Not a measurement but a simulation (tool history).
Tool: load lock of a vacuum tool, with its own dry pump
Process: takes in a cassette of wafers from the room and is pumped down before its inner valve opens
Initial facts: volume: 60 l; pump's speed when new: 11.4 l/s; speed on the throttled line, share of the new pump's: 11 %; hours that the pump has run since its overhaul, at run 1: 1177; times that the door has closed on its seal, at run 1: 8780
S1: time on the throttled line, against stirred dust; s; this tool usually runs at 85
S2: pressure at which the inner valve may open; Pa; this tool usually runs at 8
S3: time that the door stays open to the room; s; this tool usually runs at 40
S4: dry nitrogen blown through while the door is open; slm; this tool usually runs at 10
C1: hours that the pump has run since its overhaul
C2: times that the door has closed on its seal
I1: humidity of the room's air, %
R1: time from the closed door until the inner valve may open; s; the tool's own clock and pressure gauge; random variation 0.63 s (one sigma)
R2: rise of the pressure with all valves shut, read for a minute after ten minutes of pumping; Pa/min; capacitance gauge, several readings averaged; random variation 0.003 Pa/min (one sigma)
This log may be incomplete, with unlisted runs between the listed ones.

{"run": 1, "hour": 0.0, "S1": 85, "S2": 8, "S3": 40, "S4": 10, "C1": 1177, "C2": 8780, "I1": 47.5, "R1": 125.7, "R2": 0.098}
{"run": 2, "hour": 464.0, "S1": 85, "S2": 8, "S3": 40, "S4": 10, "C1": 1641, "C2": 10763, "I1": 41.2, "R1": 124, "R2": 0.119}
{"run": 3, "hour": 777.9, "S1": 85, "S2": 8, "S3": 40, "S4": 10, "C1": 1954, "C2": 12105, "I1": 46.3, "R1": 124.6, "R2": 0.138}
{"run": 4, "hour": 1095.2, "S1": 85, "S2": 8, "S3": 40, "S4": 10, "C1": 2272, "C2": 13462, "I1": 41.3, "R1": 125.9, "R2": 0.147}
{"run": 5, "hour": 1520.7, "S1": 85, "S2": 8, "S3": 196, "S4": 10, "C1": 2697, "C2": 15280, "I1": 45.9, "R1": 125.3, "R2": 0.225}
{"run": 6, "hour": 2027.2, "S1": 85, "S2": 8, "S3": 40, "S4": 22, "C1": 3204, "C2": 17445, "I1": 47.2, "R1": 124.9, "R2": 0.203}
{"run": 7, "hour": 2412.5, "S1": 85, "S2": 8, "S3": 40, "S4": 22, "C1": 3589, "C2": 19092, "I1": 42.7, "R1": 126.4, "R2": 0.223}
{"run": 8, "hour": 2919.6, "S1": 85, "S2": 8, "S3": 40, "S4": 22, "C1": 4096, "C2": 21259, "I1": 47.2, "R1": 126.5, "R2": 0.26}
{"run": 9, "hour": 3377.7, "S1": 85, "S2": 8, "S3": 40, "S4": 17, "C1": 4554, "C2": 23217, "I1": 48.1, "R1": 125.2, "R2": 0.297}
{"run": 10, "hour": 3774.5, "S1": 85, "S2": 8, "S3": 40, "S4": 17, "C1": 4951, "C2": 24914, "I1": 43.8, "R1": 126.2, "R2": 0.325}
{"run": 11, "hour": 4198.6, "S1": 69, "S2": 13, "S3": 31, "S4": 8, "C1": 5375, "C2": 26726, "I1": 46.2, "R1": 109.2, "R2": 0.358}
{"run": 12, "hour": 4537.4, "S1": 69, "S2": 8, "S3": 31, "S4": 15, "C1": 5714, "C2": 28174, "I1": 46.6, "R1": 112.4, "R2": 0.389}
{"run": 13, "hour": 4875.3, "S1": 69, "S2": 8, "S3": 31, "S4": 15, "C1": 6052, "C2": 29618, "I1": 41.9, "R1": 112, "R2": 0.417}
{"hour": 5257.9, "done": "door's seal changed, seat wiped"}
{"run": 14, "hour": 5295.1, "S1": 94, "S2": 6, "S3": 31, "S4": 8, "C1": 6470, "C2": 159, "I1": 43.7, "R1": 137.7, "R2": 0.026}
{"run": 15, "hour": 5695.1, "S1": 94, "S2": 6, "S3": 31, "S4": 8, "C1": 6870, "C2": 1869, "I1": 41.3, "R1": 136.6, "R2": 0.03}

5 options for the next run, each taken on its own from the tool as it stands now. Forecast them:
{"run": "A", "hour": 6079.1, "S1": 59, "S2": 8, "S3": 38, "S4": 43, "C1": 7254, "C2": 3510, "I1": 42.6, "R1": "?", "R2": "?"}
{"run": "B", "hour": 6079.1, "S1": 108, "S2": 8, "S3": 155, "S4": 14, "C1": 7254, "C2": 3510, "I1": 46.8, "R1": "?", "R2": "?"}
{"run": "C", "hour": 6079.1, "S1": 117, "S2": 6, "S3": 31, "S4": 8, "C1": 7254, "C2": 3510, "I1": 46.7, "R1": "?", "R2": "?"}
{"run": "D", "hour": 6079.1, "S1": 56, "S2": 8, "S3": 32, "S4": 21, "C1": 7254, "C2": 3510, "I1": 45.5, "R1": "?", "R2": "?"}
{"run": "E", "hour": 6079.1, "S1": 85, "S2": 8, "S3": 49, "S4": 10, "C1": 7254, "C2": 3510, "I1": 43.7, "R1": "?", "R2": "?"}

run=A R1=104.7 R2=0.033
run=B R1=148.1 R2=0.07
run=C R1=157 R2=0.043
run=D R1=101.5 R2=0.03
run=E R1=127.1 R2=0.044
The same runs, with their run-to-run variation unchanged, on a tool lacking any hidden condition would have given:
run=A R1=102.1 R2=0.015
run=B R1=145.9 R2=0.052
run=C R1=154.8 R2=0.025
run=D R1=99 R2=0.012
run=E R1=124.6 R2=0.026
